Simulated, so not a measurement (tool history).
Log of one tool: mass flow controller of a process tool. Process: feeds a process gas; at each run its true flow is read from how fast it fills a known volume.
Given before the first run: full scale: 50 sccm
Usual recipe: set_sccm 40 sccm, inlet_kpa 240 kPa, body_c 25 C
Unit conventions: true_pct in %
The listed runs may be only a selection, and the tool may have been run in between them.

| run | hour | set_sccm | inlet_kpa | body_c | true_pct |
|---|---|---|---|---|---|
| 1 | 0.0 | 40 | 240 | 25 | 99.69 |
| 2 | 425.7 | 40 | 240 | 25 | 99.45 |
| 3 | 606.2 | 40 | 240 | 25 | 99.59 |
| 4 | 1044.6 | 40 | 180 | 25 | 99.41 |
| 5 | 1467.0 | 40 | 180 | 25 | 99.40 |
| 6 | 1775.2 | 40 | 240 | 25 | 99.60 |
| 7 | 2210.3 | 40 | 240 | 25 | 99.52 |
| 8 | 2392.6 | 40 | 240 | 25 | 99.58 |
| 9 | 2777.0 | 40 | 240 | 25 | 99.30 |
| 10 | 3064.4 | 39 | 240 | 25 | 99.26 |
| 11 | 3297.0 | 39 | 240 | 25 | 99.28 |
| 12 | 3473.8 | 40 | 240 | 25 | 99.32 |
| 13 | 3882.7 | 40 | 240 | 25 | 99.16 |
| 14 | 4159.5 | 40 | 240 | 25 | 99.28 |
| 15 | 4462.4 | 40 | 240 | 25 | 99.34 |
| 16 | 4743.1 | 40 | 240 | 38 | 97.78 |
| 17 | 5179.2 | 40 | 240 | 38 | 97.96 |
| 18 | 5587.2 | 40 | 240 | 25 | 99.11 |
| 19 | 5832.9 | 40 | 240 | 25 | 99.05 |
| 20 | 6244.8 | 40 | 240 | 25 | 99.18 |
| 21 | 6682.4 | 40 | 240 | 25 | 99.02 |
| 22 | 6988.9 | 40 | 240 | 25 | 99.05 |
| 23 | 7420.9 | 40 | 240 | 25 | 98.97 |
| 24 | 7718.5 | 40 | 240 | 25 | 98.91 |
| 25 | 8117.3 | 21 | 149 | 25 | 98.08 |
| 26 | 8329.4 | 8 | 182 | 37 | 96.31 |
| 27 | 8642.4 | 40 | 254 | 23 | 99.06 |
| 28 | 9079.9 | 40 | 254 | 23 | 98.94 |
| 29 | 9476.4 | 6 | 240 | 35 | 96.50 |
| 30 | 9746.9 | 13 | 240 | 29 | 97.11 |
|  | 9841.3 | gauge calibrated |
| 31 | 10163.4 | 13 | 240 | 29 | 98.17 |
| 32 | 10586.2 | 13 | 240 | 29 | 98.23 |
| 33 | 10764.3 | 13 | 240 | 29 | 98.07 |
| 34 | 11096.6 | 13 | 240 | 29 | 98.13 |
| 35 | 11441.9 | 29 | 211 | 29 | 98.70 |
| 36 | 11786.3 | 27 | 227 | 29 | 98.59 |
| 37 | 12086.0 | 20 | 227 | 29 | 98.12 |
| 38 | 12371.8 | 6 | 217 | 28 | 97.64 |
| 39 | 12785.1 | 32 | 217 | 28 | 98.75 |
| 40 | 13116.4 | 40 | 200 | 25 | 99.24 |
|  | 13138.9 | controller's zero set anew |
| 41 | 13421.8 | 11 | 252 | 23 | 98.45 |
| 42 | 13656.6 | 40 | 256 | 26 | 99.18 |
| 43 | 14029.2 | 40 | 256 | 26 | 98.99 |
| 44 | 14209.5 | 40 | 256 | 37 | 98.05 |
| 45 | 14517.0 | 40 | 173 | 32 | 98.43 |
| 46 | 14798.1 | 19 | 200 | 32 | 97.62 |
| 47 | 15140.7 | 40 | 254 | 38 | 97.91 |

Per-run results on a tool with no hidden state, each run keeping its own random variation:
Hidden state present: flow at rest that the sensor doesn't see, % of full scale; true flow over the shown one, %; drift of the gauge itself on true_pct, %.
| run | true_pct |
|---|---|
| 1 | 99.69 |
| 2 | 99.49 |
| 3 | 99.65 |
| 4 | 99.51 |
| 5 | 99.55 |
| 6 | 99.78 |
| 7 | 99.74 |
| 8 | 99.82 |
| 9 | 99.58 |
| 10 | 99.57 |
| 11 | 99.61 |
| 12 | 99.67 |
| 13 | 99.55 |
| 14 | 99.69 |
| 15 | 99.78 |
| 16 | 98.25 |
| 17 | 98.47 |
| 18 | 99.67 |
| 19 | 99.63 |
| 20 | 99.80 |
| 21 | 99.69 |
| 22 | 99.75 |
| 23 | 99.71 |
| 24 | 99.68 |
| 25 | 98.89 |
| 26 | 97.14 |
| 27 | 99.92 |
| 28 | 99.85 |
| 29 | 97.46 |
| 30 | 98.08 |
| 31 | 98.21 |
| 32 | 98.31 |
| 33 | 98.17 |
| 34 | 98.27 |
| 35 | 98.86 |
| 36 | 98.79 |
| 37 | 98.35 |
| 38 | 97.92 |
| 39 | 99.04 |
| 40 | 99.56 |
| 41 | 98.80 |
| 42 | 99.55 |
| 43 | 99.40 |
| 44 | 98.48 |
| 45 | 98.88 |
| 46 | 98.10 |
| 47 | 98.42 |

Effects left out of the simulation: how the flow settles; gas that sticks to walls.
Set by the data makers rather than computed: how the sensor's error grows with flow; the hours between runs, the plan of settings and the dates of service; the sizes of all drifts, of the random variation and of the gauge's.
